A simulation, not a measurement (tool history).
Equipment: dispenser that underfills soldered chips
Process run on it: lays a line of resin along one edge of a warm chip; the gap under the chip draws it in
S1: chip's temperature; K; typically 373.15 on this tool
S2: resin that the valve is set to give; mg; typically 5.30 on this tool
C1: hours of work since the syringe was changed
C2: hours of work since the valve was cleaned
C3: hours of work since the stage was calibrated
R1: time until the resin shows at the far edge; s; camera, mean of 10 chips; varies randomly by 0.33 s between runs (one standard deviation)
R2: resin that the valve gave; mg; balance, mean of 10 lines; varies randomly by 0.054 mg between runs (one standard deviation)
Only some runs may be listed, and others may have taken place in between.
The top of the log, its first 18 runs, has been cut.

run   hour      S1    S2  C1  C2   C3    R1    R2
 19   87.6  364.15  5.30   8  17   81  31.0  5.23
      90.1  -- new syringe of resin
 20   93.3  378.15  5.30   2  21   84  11.5  5.16
 21   99.4  383.15  5.88   6  25   89  12.5  5.74
     104.3  -- new syringe of resin
 22  105.0  381.15  4.64   0  29   92  10.6  4.50
 23  108.2  381.15  4.64   3  31   95  11.7  4.52
 24  112.1  370.15  5.06   5  34   97  20.7  4.90
 25  114.9  370.15  5.06   7  35   99  23.0  4.79
     118.3  -- new syringe of resin
 26  119.6  370.15  5.06   1  39  102  15.5  4.86
 27  125.5  374.15  5.94   5  43  106  17.1  5.69
 28  130.4  374.15  5.59   8  46  110  20.9  5.33
     132.2  -- new syringe of resin
 29  134.1  367.15  6.04   1  48  112  18.5  5.76
 30  140.3  369.15  6.23   6  53  117  21.0  5.99
 31  145.2  361.15  4.72   9  56  120  40.1  4.56
     146.3  -- new syringe of resin
 32  151.3  379.15  6.16   3  60  124  11.9  5.84
 33  154.5  379.15  6.16   6  62  126  13.6  5.84
 34  157.8  371.15  5.08   8  65  129  23.6  4.77
     160.2  -- new syringe of resin
 35  162.8  371.15  5.08   2  68  132  16.7  4.67
 36  166.3  371.15  5.08   4  71  134  19.5  4.73
 37  169.3  380.15  6.36   6  73  136  13.8  5.90

Consider 3 possible next runs. They are alternatives, not a sequence: every one starts from the tool as it was left by run 37. What does each give?
  A  172.5  384.15  4.91   9  75  139   ?   ?
  B  172.5  380.15  6.75   9  75  139   ?   ?
  C  172.5  365.15  5.06   9  75  139   ?   ?

run    R1    R2
  A  14.2  4.68
  B  16.1  6.24
  C  31.6  4.79
Without the tool's unlogged condition, the same runs would have read:
run    R1    R2
  A   8.1  5.02
  B   9.7  6.71
  C  18.1  5.14
